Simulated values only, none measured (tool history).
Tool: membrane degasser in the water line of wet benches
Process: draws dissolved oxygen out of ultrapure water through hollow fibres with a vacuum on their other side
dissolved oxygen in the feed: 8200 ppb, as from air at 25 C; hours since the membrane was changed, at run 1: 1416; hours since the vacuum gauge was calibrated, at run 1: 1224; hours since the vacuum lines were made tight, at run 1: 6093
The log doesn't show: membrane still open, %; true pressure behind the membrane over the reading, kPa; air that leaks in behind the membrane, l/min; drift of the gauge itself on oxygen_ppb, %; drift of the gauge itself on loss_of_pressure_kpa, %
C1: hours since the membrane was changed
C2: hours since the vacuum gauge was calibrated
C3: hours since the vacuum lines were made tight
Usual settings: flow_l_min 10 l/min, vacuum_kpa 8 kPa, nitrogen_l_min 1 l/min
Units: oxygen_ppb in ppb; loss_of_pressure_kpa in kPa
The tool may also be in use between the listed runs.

Run 1, hour 0: usual settings; C1 1416; C2 1224; C3 6093. Result: oxygen_ppb 128.6 ppb, loss_of_pressure_kpa 29.15 kPa.
Run 2, hour 57.1: usual settings but vacuum_kpa 9.8 kPa; C1 1473; C2 1281; C3 6150. Result: oxygen_ppb 170.9 ppb, loss_of_pressure_kpa 29.44 kPa.
Run 3, hour 102.2: usual settings but vacuum_kpa 9.8 kPa; C1 1518; C2 1326; C3 6196. Result: oxygen_ppb 172.8 ppb, loss_of_pressure_kpa 29.1 kPa.
Run 4, hour 152.7: usual settings but vacuum_kpa 11.02 kPa; C1 1569; C2 1377; C3 6246. Result: oxygen_ppb 198.3 ppb, loss_of_pressure_kpa 29.4 kPa.
Run 5, hour 206.6: usual settings but vacuum_kpa 11.02 kPa; C1 1623; C2 1431; C3 6300. Result: oxygen_ppb 198.5 ppb, loss_of_pressure_kpa 28.93 kPa.
Run 6, hour 259.8: usual settings; C1 1676; C2 1484; C3 6353. Result: oxygen_ppb 130.7 ppb, loss_of_pressure_kpa 28.91 kPa.
Run 7, hour 289.2: usual settings; C1 1705; C2 1513; C3 6383. Result: oxygen_ppb 127.2 ppb, loss_of_pressure_kpa 29.4 kPa.
Run 8, hour 352.3: usual settings; C1 1768; C2 1576; C3 6446. Result: oxygen_ppb 127.7 ppb, loss_of_pressure_kpa 29.33 kPa.
Run 9, hour 401.9: usual settings; C1 1818; C2 1626; C3 6495. Result: oxygen_ppb 126.9 ppb, loss_of_pressure_kpa 28.94 kPa.
Run 10, hour 447: usual settings; C1 1863; C2 1671; C3 6540. Result: oxygen_ppb 129.6 ppb, loss_of_pressure_kpa 29.18 kPa.
Run 11, hour 474.3: usual settings; C1 1890; C2 1698; C3 6568. Result: oxygen_ppb 126.6 ppb, loss_of_pressure_kpa 29.45 kPa.
Run 12, hour 532.6: usual settings but vacuum_kpa 10.23 kPa; C1 1949; C2 1757; C3 6626. Result: oxygen_ppb 179 ppb, loss_of_pressure_kpa 29.31 kPa.
Run 13, hour 578.1: usual settings but vacuum_kpa 10.23 kPa; C1 1994; C2 1802; C3 6671. Result: oxygen_ppb 178.4 ppb, loss_of_pressure_kpa 29.2 kPa.
Run 14, hour 611.4: usual settings but vacuum_kpa 10.23 kPa; C1 2027; C2 1836; C3 6705. Result: oxygen_ppb 179.9 ppb, loss_of_pressure_kpa 29.34 kPa.
Run 15, hour 672.5: usual settings but vacuum_kpa 10.23 kPa; C1 2089; C2 1897; C3 6766. Result: oxygen_ppb 176.8 ppb, loss_of_pressure_kpa 29.05 kPa.
Run 16, hour 705.9: usual settings but flow_l_min 7 l/min, vacuum_kpa 10.23 kPa; C1 2122; C2 1930; C3 6799. Result: oxygen_ppb 123.6 ppb, loss_of_pressure_kpa 20.65 kPa.
Run 17, hour 748.7: usual settings but vacuum_kpa 18.3 kPa; C1 2165; C2 1973; C3 6842. Result: oxygen_ppb 356.2 ppb, loss_of_pressure_kpa 29.36 kPa.
Run 18, hour 780.6: usual settings but flow_l_min 8 l/min, vacuum_kpa 8.44 kPa, nitrogen_l_min 0.49 l/min; C1 2197; C2 2005; C3 6874. Result: oxygen_ppb 202.7 ppb, loss_of_pressure_kpa 23.34 kPa.
Run 19, hour 815.6: usual settings but flow_l_min 11 l/min, vacuum_kpa 9.84 kPa, nitrogen_l_min 1.05 l/min; C1 2232; C2 2040; C3 6909. Result: oxygen_ppb 182.1 ppb, loss_of_pressure_kpa 32.24 kPa.
Run 20, hour 844.3: usual settings but vacuum_kpa 15.36 kPa, nitrogen_l_min 1.05 l/min; C1 2260; C2 2068; C3 6938. Result: oxygen_ppb 285.1 ppb, loss_of_pressure_kpa 28.95 kPa.
Run 21, hour 880.8: usual settings but flow_l_min 11 l/min, vacuum_kpa 9.37 kPa, nitrogen_l_min 0.66 l/min; C1 2297; C2 2105; C3 6974. Result: oxygen_ppb 252.4 ppb, loss_of_pressure_kpa 32.2 kPa.
Run 22, hour 942: usual settings but vacuum_kpa 11.68 kPa; C1 2358; C2 2166; C3 7035. Result: oxygen_ppb 212.8 ppb, loss_of_pressure_kpa 29.36 kPa.
Run 23, hour 1003.5: usual settings but vacuum_kpa 9.87 kPa, nitrogen_l_min 0.4 l/min; C1 2420; C2 2228; C3 7097. Result: oxygen_ppb 364.1 ppb, loss_of_pressure_kpa 28.83 kPa.
Run 24, hour 1048.9: usual settings but flow_l_min 16 l/min, vacuum_kpa 6.45 kPa; C1 2465; C2 2273; C3 7142. Result: oxygen_ppb 163 ppb, loss_of_pressure_kpa 46.62 kPa.
Run 25, hour 1099.1: usual settings but flow_l_min 16 l/min, vacuum_kpa 6.45 kPa; C1 2515; C2 2323; C3 7192. Result: oxygen_ppb 161.9 ppb, loss_of_pressure_kpa 46.77 kPa.
Run 26, hour 1151.7: usual settings but flow_l_min 8 l/min, vacuum_kpa 8.84 kPa, nitrogen_l_min 0.7 l/min; C1 2568; C2 2376; C3 7245. Result: oxygen_ppb 158.9 ppb, loss_of_pressure_kpa 23.32 kPa.
Run 27, hour 1182.4: usual settings but flow_l_min 16 l/min, vacuum_kpa 8.82 kPa, nitrogen_l_min 1.11 l/min; C1 2598; C2 2407; C3 7276. Result: oxygen_ppb 228.2 ppb, loss_of_pressure_kpa 47.01 kPa.
Run 28, hour 1236.1: usual settings but flow_l_min 11 l/min, vacuum_kpa 18.4 kPa, nitrogen_l_min 2.23 l/min; C1 2652; C2 2460; C3 7329. Result: oxygen_ppb 198.1 ppb, loss_of_pressure_kpa 32.08 kPa.
Run 29, hour 1286.6: usual settings but flow_l_min 9 l/min, vacuum_kpa 8.97 kPa, nitrogen_l_min 2.23 l/min; C1 2703; C2 2511; C3 7380. Result: oxygen_ppb 69.9 ppb, loss_of_pressure_kpa 26.03 kPa.
Run 30, hour 1315.9: usual settings but nitrogen_l_min 1.42 l/min; C1 2732; C2 2540; C3 7409. Result: oxygen_ppb 96.1 ppb, loss_of_pressure_kpa 29.09 kPa.
Run 31, hour 1383.1: usual settings but nitrogen_l_min 0.75 l/min; C1 2799; C2 2607; C3 7476. Result: oxygen_ppb 160 ppb, loss_of_pressure_kpa 29.16 kPa.
Run 32, hour 1424.5: usual settings but flow_l_min 13 l/min, vacuum_kpa 19.66 kPa, nitrogen_l_min 2.54 l/min; C1 2841; C2 2649; C3 7518. Result: oxygen_ppb 228 ppb, loss_of_pressure_kpa 37.71 kPa.
Run 33, hour 1456.9: usual settings but flow_l_min 13 l/min, vacuum_kpa 19.66 kPa, nitrogen_l_min 2.54 l/min; C1 2873; C2 2681; C3 7550. Result: oxygen_ppb 229.6 ppb, loss_of_pressure_kpa 38.14 kPa.

Forecast each of these 3 alternatives for the next run:
Run A, hour 1484.1: usual settings but flow_l_min 13 l/min, vacuum_kpa 19.66 kPa, nitrogen_l_min 1.23 l/min; C1 2900; C2 2708; C3 7577. Result: oxygen_ppb ?, loss_of_pressure_kpa ?.
Run B, hour 1484.1: usual settings but flow_l_min 13 l/min, vacuum_kpa 7.39 kPa, nitrogen_l_min 1.57 l/min; C1 2900; C2 2708; C3 7577. Result: oxygen_ppb ?, loss_of_pressure_kpa ?.
Run C, hour 1484.1: usual settings but flow_l_min 13 l/min, vacuum_kpa 10.6 kPa, nitrogen_l_min 2.54 l/min; C1 2900; C2 2708; C3 7577. Result: oxygen_ppb ?, loss_of_pressure_kpa ?.

run  oxygen_ppb  loss_of_pressure_kpa
  A       426.5                 38.04
  B       113.2                 37.92
  C       121.6                 37.89
Without the tool's hidden state the same runs would have given:
run  oxygen_ppb  loss_of_pressure_kpa
  A       426.3                 38.03
  B       113.1                 37.92
  C       121.5                 37.89
